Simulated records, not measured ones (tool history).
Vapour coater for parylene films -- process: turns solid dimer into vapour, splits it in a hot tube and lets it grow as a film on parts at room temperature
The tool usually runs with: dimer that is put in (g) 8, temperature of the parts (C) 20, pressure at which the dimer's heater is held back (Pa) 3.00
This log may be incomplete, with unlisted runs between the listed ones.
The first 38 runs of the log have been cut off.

run	day	dimer that is put in (g)	temperature of the parts (C)	pressure at which the dimer's heater is held back (Pa)	thickness of the film (µm)
39	94.892	10	28	3.00	1.76
40	96.404	9	29	6.68	1.31
41	98.738	5	20	9.30	1.06
42	100.738	5	20	9.30	1.02
# day 101.771: trap's valve overhauled
43	103.225	5	20	9.30	1.05
44	106.733	8	21	3.00	1.84
45	109.975	8	21	3.00	1.78
# day 111.571: trap's valve overhauled
46	112.092	5	12	5.64	1.58
47	113.908	7	23	11.11	1.26

Below are 3 alternative next runs, each starting from the tool's condition after run 47. Predict each:
A	115.821	6	20	5.67	?
B	115.821	3	30	5.57	?
C	115.821	7	22	11.11	?

run	thickness of the film (µm)
A	1.32
B	0.42
C	1.29
Without the tool's unlogged condition, the same runs would have read:
run	thickness of the film (µm)
A	1.39
B	0.45
C	1.36
